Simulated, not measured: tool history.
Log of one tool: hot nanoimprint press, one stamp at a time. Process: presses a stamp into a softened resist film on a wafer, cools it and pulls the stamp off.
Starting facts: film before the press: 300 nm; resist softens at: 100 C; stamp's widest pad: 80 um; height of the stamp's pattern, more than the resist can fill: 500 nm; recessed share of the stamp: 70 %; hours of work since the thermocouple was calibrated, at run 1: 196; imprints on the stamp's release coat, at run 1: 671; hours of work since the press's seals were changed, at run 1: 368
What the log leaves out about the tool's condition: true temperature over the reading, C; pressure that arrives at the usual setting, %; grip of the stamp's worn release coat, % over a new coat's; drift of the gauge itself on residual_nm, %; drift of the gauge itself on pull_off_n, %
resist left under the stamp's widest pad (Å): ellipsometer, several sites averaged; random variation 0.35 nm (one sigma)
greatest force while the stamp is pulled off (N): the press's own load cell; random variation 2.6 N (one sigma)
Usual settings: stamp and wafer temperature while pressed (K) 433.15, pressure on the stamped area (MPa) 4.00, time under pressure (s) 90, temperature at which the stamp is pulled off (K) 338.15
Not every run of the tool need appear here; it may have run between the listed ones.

run	hour	stamp and wafer temperature while pressed (K)	pressure on the stamped area (MPa)	time under pressure (s)	temperature at which the stamp is pulled off (K)	hours of work since the thermocouple was calibrated	imprints on the stamp's release coat	hours of work since the press's seals were changed	resist left under the stamp's widest pad (Å)	greatest force while the stamp is pulled off (N)
1	0.0	433.15	4.00	90	338.15	196	671	368	1276	178
# hour 22.8: stamp cleaned and given a new release coat
2	35.4	433.15	4.00	90	338.15	219	48	390	1277	149
3	59.6	433.15	4.00	46	338.15	237	140	408	1643	150
4	82.1	433.15	4.00	46	338.15	254	226	425	1631	151
5	109.6	433.15	4.00	46	338.15	275	331	446	1630	158
6	137.3	433.15	4.00	46	338.15	296	437	467	1637	171
7	173.9	433.15	4.00	46	338.15	324	577	495	1634	175
8	200.6	433.15	4.00	90	324.15	344	679	515	1256	221
# hour 222.4: stamp cleaned and given a new release coat
9	236.0	433.15	4.00	88	338.15	366	52	537	1265	142
10	260.8	429.15	5.08	77	338.15	385	147	556	1576	149
11	283.0	433.15	4.52	104	338.15	402	232	573	1119	156
12	316.1	433.15	5.81	92	327.15	427	358	598	1050	194
# hour 342.3: plate thermocouple calibrated
13	342.3	433.15	5.81	92	327.15	0	447	616	1109	205
14	372.1	433.15	4.00	90	335.15	23	560	638	1301	181
15	404.6	429.15	6.22	49	327.15	47	685	663	1785	222
# hour 424.5: stamp cleaned and given a new release coat
16	434.3	441.15	4.60	109	329.15	65	37	681	639	167

Predict each of these 5 candidate next runs independently; none follows another, all start after run 16:
A	470.2	422.15	4.00	148	334.15	92	174	708	?	?
B	470.2	441.15	4.60	123	331.15	92	174	708	?	?
C	470.2	441.15	4.22	109	329.15	92	174	708	?	?
D	470.2	431.15	4.60	68	328.15	92	174	708	?	?
E	470.2	426.15	5.97	90	338.15	92	174	708	?	?

run	resist left under the stamp's widest pad (Å)	greatest force while the stamp is pulled off (N)
A	2144	162
B	601	173
C	666	174
D	1562	173
E	1773	153
With the hidden condition removed and each run's random variation left untouched, the same runs would have given:
run	resist left under the stamp's widest pad (Å)	greatest force while the stamp is pulled off (N)
A	2136	152
B	595	162
C	660	163
D	1550	162
E	1757	143

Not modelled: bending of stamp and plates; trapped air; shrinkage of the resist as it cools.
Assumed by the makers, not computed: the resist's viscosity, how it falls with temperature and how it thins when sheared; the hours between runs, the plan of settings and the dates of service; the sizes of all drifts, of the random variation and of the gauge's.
